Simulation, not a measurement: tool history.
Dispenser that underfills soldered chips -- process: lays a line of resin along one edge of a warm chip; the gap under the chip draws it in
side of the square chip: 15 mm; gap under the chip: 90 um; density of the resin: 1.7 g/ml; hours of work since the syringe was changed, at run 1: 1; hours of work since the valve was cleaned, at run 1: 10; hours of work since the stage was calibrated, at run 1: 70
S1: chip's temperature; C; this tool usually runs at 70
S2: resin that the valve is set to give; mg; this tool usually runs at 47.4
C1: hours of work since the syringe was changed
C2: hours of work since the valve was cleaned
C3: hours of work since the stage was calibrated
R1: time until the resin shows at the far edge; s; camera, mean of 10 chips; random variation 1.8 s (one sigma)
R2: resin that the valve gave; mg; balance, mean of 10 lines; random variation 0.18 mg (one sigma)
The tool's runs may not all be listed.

run,hour,S1,S2,C1,C2,C3,R1,R2
1,0.0,70,47.4,1,10,70,193.8,47.08
# hour 7.8: new syringe of resin
2,12.2,70,47.4,3,19,79,210.2,47.26
# hour 16.8: new syringe of resin
3,21.4,65,47.4,3,25,85,267.0,46.89
# hour 26.2: new syringe of resin
4,27.9,74,47.4,1,30,90,156.3,46.87
# hour 34.8: new syringe of resin
5,42.6,70,58.7,6,40,100,225.0,57.81
# hour 43.7: new syringe of resin
6,51.2,70,58.7,5,46,106,222.1,57.42
# hour 53.1: new syringe of resin
# hour 61.9: new syringe of resin
7,62.8,70,41.7,1,54,114,193.4,40.98
# hour 71.7: new syringe of resin
8,72.9,70,41.7,1,61,121,196.5,41.00
# hour 81.3: new syringe of resin
9,85.8,63,47.4,3,70,130,289.7,46.23
# hour 90.6: new syringe of resin
# hour 93.0: dispensing valve cleaned and set on the balance
10,93.2,58,47.4,1,0,135,348.7,47.13
# hour 101.3: new syringe of resin
11,102.5,58,47.4,1,7,141,334.2,47.33
# hour 110.7: new syringe of resin
12,112.6,70,47.4,1,14,148,184.6,47.45
# hour 119.8: new syringe of resin
13,123.0,70,47.4,2,21,155,195.9,47.41
# hour 128.9: new syringe of resin
14,135.0,70,47.4,4,29,164,213.0,46.76
# hour 137.9: new syringe of resin
15,143.9,70,47.4,4,36,170,208.0,46.69
# hour 146.6: new syringe of resin
# hour 155.8: new syringe of resin
16,155.8,58,47.4,0,44,178,321.1,46.78
# hour 164.6: new syringe of resin
17,168.3,70,59.8,3,52,187,181.0,58.74
# hour 174.1: new syringe of resin
18,182.3,84,59.8,6,62,197,110.9,58.57
# hour 183.9: new syringe of resin
# hour 193.4: new syringe of resin
19,194.7,79,59.6,1,71,205,112.1,58.44
# hour 200.2: dispensing valve cleaned and set on the balance
# hour 203.6: new syringe of resin
20,205.1,78,59.9,1,3,212,119.2,60.09
# hour 212.3: new syringe of resin
21,216.3,70,52.6,3,11,219,190.5,52.46
# hour 221.2: new syringe of resin
22,229.0,70,52.6,6,20,228,220.8,52.85
# hour 230.2: new syringe of resin
# hour 239.6: new syringe of resin
23,242.1,61,50.5,2,29,237,284.7,50.01
# hour 248.8: new syringe of resin
24,255.6,76,50.4,5,38,247,154.5,49.96
# hour 257.7: new syringe of resin
# hour 267.7: new syringe of resin
25,268.2,65,41.0,0,47,255,230.5,40.25
# hour 276.7: new syringe of resin
26,282.4,65,41.1,4,57,265,277.0,40.32
# hour 286.5: new syringe of resin
27,290.3,65,41.1,3,63,271,255.5,40.54
# hour 295.5: new syringe of resin
28,301.5,68,54.4,4,70,279,219.3,53.39
# hour 304.4: new syringe of resin
# hour 307.8: dispensing valve cleaned and set on the balance
29,310.1,67,41.4,3,2,284,236.1,41.29
# hour 314.4: new syringe of resin
30,321.8,74,52.1,5,10,292,166.0,51.64
# hour 324.0: new syringe of resin
31,332.1,74,44.4,6,17,299,181.4,44.14
# hour 333.7: new syringe of resin
# hour 342.6: new syringe of resin
32,346.0,74,44.4,2,27,309,152.8,43.77
# hour 352.0: new syringe of resin
33,357.3,59,44.1,4,34,317,347.0,43.14

Subtracting, for every run, the result it would have given without the tool's unlogged condition from the measured result gives the following. The same run-to-run variation enters both numbers; the gauge's scatter may not:
Hidden conditions of the tool in this case: resin's viscosity, % of fresh resin's; dose that the valve gives, % of what is set; true chip temperature over the reading, C; drift of the gauge itself on fill_s, %; drift of the gauge itself on given_mg, %.
run,R1,R2
1,+9.3,-0.25
2,+25.3,-0.37
3,+33.3,-0.47
4,+6.4,-0.52
5,+45.8,-0.84
6,+45.7,-0.94
7,+3.9,-0.78
8,+3.9,-0.87
9,+32.1,-1.10
10,+7.5,-0.07
11,-2.4,-0.17
12,+4.3,-0.28
13,+13.5,-0.37
14,+28.4,-0.48
15,+25.9,-0.57
16,-16.4,-0.69
17,+9.5,-1.03
18,+21.8,-1.20
19,-1.7,-1.35
20,-0.9,+0.02
21,+10.9,-0.12
22,+39.7,-0.25
23,-0.5,-0.38
24,+21.1,-0.52
25,-14.0,-0.53
26,+29.7,-0.67
27,+8.6,-0.75
28,+23.1,-1.11
29,+13.2,-0.17
30,+20.9,-0.36
31,+30.3,-0.41
32,+1.5,-0.53
33,+22.6,-0.62
